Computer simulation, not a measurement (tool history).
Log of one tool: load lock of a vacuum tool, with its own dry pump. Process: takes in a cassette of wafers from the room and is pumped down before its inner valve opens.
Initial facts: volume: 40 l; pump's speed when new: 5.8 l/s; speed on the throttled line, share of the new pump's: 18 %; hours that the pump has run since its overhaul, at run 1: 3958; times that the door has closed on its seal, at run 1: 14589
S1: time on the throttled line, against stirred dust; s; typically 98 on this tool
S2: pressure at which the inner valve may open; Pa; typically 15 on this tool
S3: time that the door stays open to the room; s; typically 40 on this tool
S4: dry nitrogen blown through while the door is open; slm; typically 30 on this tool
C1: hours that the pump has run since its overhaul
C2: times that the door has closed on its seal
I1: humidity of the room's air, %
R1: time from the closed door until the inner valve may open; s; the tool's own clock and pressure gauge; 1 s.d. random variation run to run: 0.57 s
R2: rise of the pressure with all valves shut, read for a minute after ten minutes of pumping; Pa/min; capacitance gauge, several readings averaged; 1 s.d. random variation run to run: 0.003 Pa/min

{"run": 1, "hour": 0.0, "S1": 98, "S2": 15, "S3": 40, "S4": 30, "C1": 3958, "C2": 14589, "I1": 41.7, "R1": 143.9, "R2": 0.085}
{"run": 2, "hour": 83.3, "S1": 98, "S2": 15, "S3": 40, "S4": 30, "C1": 4041, "C2": 14976, "I1": 46.9, "R1": 144.4, "R2": 0.089}
{"run": 3, "hour": 136.2, "S1": 98, "S2": 15, "S3": 40, "S4": 30, "C1": 4094, "C2": 15222, "I1": 47.3, "R1": 145.4, "R2": 0.089}
{"run": 4, "hour": 228.5, "S1": 98, "S2": 15, "S3": 40, "S4": 30, "C1": 4187, "C2": 15650, "I1": 43.1, "R1": 144.6, "R2": 0.089}
{"run": 5, "hour": 305.7, "S1": 98, "S2": 15, "S3": 40, "S4": 30, "C1": 4264, "C2": 16009, "I1": 45.5, "R1": 144, "R2": 0.091}
{"run": 6, "hour": 350.1, "S1": 98, "S2": 20, "S3": 40, "S4": 30, "C1": 4308, "C2": 16215, "I1": 44.3, "R1": 141.7, "R2": 0.099}
{"run": 7, "hour": 444.5, "S1": 56, "S2": 15, "S3": 40, "S4": 30, "C1": 4403, "C2": 16654, "I1": 44.7, "R1": 109.9, "R2": 0.103}
{"run": 8, "hour": 542.4, "S1": 56, "S2": 15, "S3": 40, "S4": 30, "C1": 4500, "C2": 17108, "I1": 41.5, "R1": 109.8, "R2": 0.099}
{"run": 9, "hour": 583.8, "S1": 98, "S2": 15, "S3": 40, "S4": 38, "C1": 4542, "C2": 17301, "I1": 43.7, "R1": 144.4, "R2": 0.099}
{"run": 10, "hour": 677.4, "S1": 98, "S2": 15, "S3": 40, "S4": 38, "C1": 4635, "C2": 17736, "I1": 47.5, "R1": 143.6, "R2": 0.099}
{"run": 11, "hour": 753.5, "S1": 98, "S2": 15, "S3": 40, "S4": 38, "C1": 4712, "C2": 18089, "I1": 45, "R1": 145, "R2": 0.105}
{"run": 12, "hour": 849.4, "S1": 98, "S2": 15, "S3": 40, "S4": 33, "C1": 4807, "C2": 18534, "I1": 45, "R1": 143.2, "R2": 0.11}
{"run": 13, "hour": 907.3, "S1": 98, "S2": 15, "S3": 40, "S4": 33, "C1": 4865, "C2": 18804, "I1": 43.9, "R1": 144.4, "R2": 0.108}
{"run": 14, "hour": 988.7, "S1": 98, "S2": 15, "S3": 40, "S4": 33, "C1": 4947, "C2": 19182, "I1": 43.8, "R1": 143.7, "R2": 0.114}
{"run": 15, "hour": 1040.9, "S1": 98, "S2": 15, "S3": 40, "S4": 30, "C1": 4999, "C2": 19424, "I1": 43.4, "R1": 144.1, "R2": 0.114}
{"run": 16, "hour": 1084.2, "S1": 98, "S2": 15, "S3": 40, "S4": 30, "C1": 5042, "C2": 19625, "I1": 47.4, "R1": 145, "R2": 0.122}
{"run": 17, "hour": 1155.7, "S1": 98, "S2": 15, "S3": 40, "S4": 30, "C1": 5114, "C2": 19957, "I1": 42.7, "R1": 143.8, "R2": 0.123}
{"run": 18, "hour": 1221.7, "S1": 98, "S2": 15, "S3": 40, "S4": 30, "C1": 5180, "C2": 20264, "I1": 45.7, "R1": 144.3, "R2": 0.12}
{"run": 19, "hour": 1299.0, "S1": 98, "S2": 13, "S3": 40, "S4": 30, "C1": 5257, "C2": 20623, "I1": 42.5, "R1": 144.8, "R2": 0.123}
{"run": 20, "hour": 1359.7, "S1": 53, "S2": 23, "S3": 110, "S4": 15, "C1": 5318, "C2": 20905, "I1": 46, "R1": 104.6, "R2": 0.163}
{"run": 21, "hour": 1456.8, "S1": 53, "S2": 15, "S3": 110, "S4": 36, "C1": 5415, "C2": 21356, "I1": 43.1, "R1": 107, "R2": 0.136}
{"run": 22, "hour": 1548.5, "S1": 53, "S2": 15, "S3": 110, "S4": 36, "C1": 5507, "C2": 21782, "I1": 46.7, "R1": 108.6, "R2": 0.148}
{"run": 23, "hour": 1639.3, "S1": 98, "S2": 15, "S3": 60, "S4": 20, "C1": 5597, "C2": 22204, "I1": 46.2, "R1": 144.1, "R2": 0.149}
{"run": 24, "hour": 1701.3, "S1": 62, "S2": 17, "S3": 140, "S4": 5, "C1": 5659, "C2": 22492, "I1": 44.5, "R1": 113.8, "R2": 0.199}
{"run": 25, "hour": 1743.8, "S1": 91, "S2": 29, "S3": 140, "S4": 5, "C1": 5702, "C2": 22689, "I1": 46.2, "R1": 133.4, "R2": 0.2}
{"run": 26, "hour": 1830.9, "S1": 91, "S2": 29, "S3": 140, "S4": 5, "C1": 5789, "C2": 23093, "I1": 46.1, "R1": 134, "R2": 0.204}
{"run": 27, "hour": 1929.3, "S1": 98, "S2": 15, "S3": 157, "S4": 30, "C1": 5887, "C2": 23551, "I1": 44.4, "R1": 145.1, "R2": 0.172}
{"run": 28, "hour": 1993.8, "S1": 64, "S2": 10, "S3": 161, "S4": 5, "C1": 5952, "C2": 23850, "I1": 47.3, "R1": 119.8, "R2": 0.218}
{"run": 29, "hour": 2051.5, "S1": 119, "S2": 15, "S3": 138, "S4": 4, "C1": 6010, "C2": 24118, "I1": 47, "R1": 160.3, "R2": 0.213}
{"run": 30, "hour": 2115.9, "S1": 168, "S2": 15, "S3": 31, "S4": 30, "C1": 6074, "C2": 24417, "I1": 45, "R1": 201.5, "R2": 0.146}
{"run": 31, "hour": 2193.8, "S1": 168, "S2": 11, "S3": 29, "S4": 30, "C1": 6152, "C2": 24779, "I1": 44.7, "R1": 203.5, "R2": 0.146}
{"run": 32, "hour": 2291.4, "S1": 98, "S2": 11, "S3": 48, "S4": 30, "C1": 6249, "C2": 25232, "I1": 46.9, "R1": 147.2, "R2": 0.162}
{"run": 33, "hour": 2378.0, "S1": 98, "S2": 28, "S3": 40, "S4": 30, "C1": 6336, "C2": 25635, "I1": 47.5, "R1": 140.4, "R2": 0.168}
{"run": 34, "hour": 2448.9, "S1": 83, "S2": 10, "S3": 71, "S4": 29, "C1": 6407, "C2": 25964, "I1": 44, "R1": 135, "R2": 0.171}
{"run": 35, "hour": 2489.6, "S1": 118, "S2": 26, "S3": 27, "S4": 30, "C1": 6448, "C2": 26153, "I1": 46.3, "R1": 157.6, "R2": 0.154}
{"run": 36, "hour": 2555.4, "S1": 118, "S2": 26, "S3": 27, "S4": 30, "C1": 6513, "C2": 26459, "I1": 41, "R1": 156.8, "R2": 0.159}
{"run": 37, "hour": 2654.2, "S1": 118, "S2": 24, "S3": 27, "S4": 30, "C1": 6612, "C2": 26918, "I1": 44.1, "R1": 156.8, "R2": 0.161}

Consider 4 possible next runs. They are alternatives, not a sequence: every one starts from the tool as it was left by run 37. What does each give?
{"run": "A", "hour": 2700.7, "S1": 68, "S2": 27, "S3": 69, "S4": 30, "C1": 6659, "C2": 27133, "I1": 43.5, "R1": "?", "R2": "?"}
{"run": "B", "hour": 2700.7, "S1": 98, "S2": 15, "S3": 32, "S4": 30, "C1": 6659, "C2": 27133, "I1": 42.9, "R1": "?", "R2": "?"}
{"run": "C", "hour": 2700.7, "S1": 118, "S2": 10, "S3": 32, "S4": 8, "C1": 6659, "C2": 27133, "I1": 46.6, "R1": "?", "R2": "?"}
{"run": "D", "hour": 2700.7, "S1": 80, "S2": 15, "S3": 29, "S4": 30, "C1": 6659, "C2": 27133, "I1": 46.5, "R1": "?", "R2": "?"}

run=A R1=115.9 R2=0.177
run=B R1=144.2 R2=0.171
run=C R1=164.1 R2=0.186
run=D R1=130.3 R2=0.165
Without the tool's unlogged condition, the same runs would have read:
run=A R1=113 R2=0.043
run=B R1=141.4 R2=0.037
run=C R1=161.3 R2=0.05
run=D R1=127.3 R2=0.032
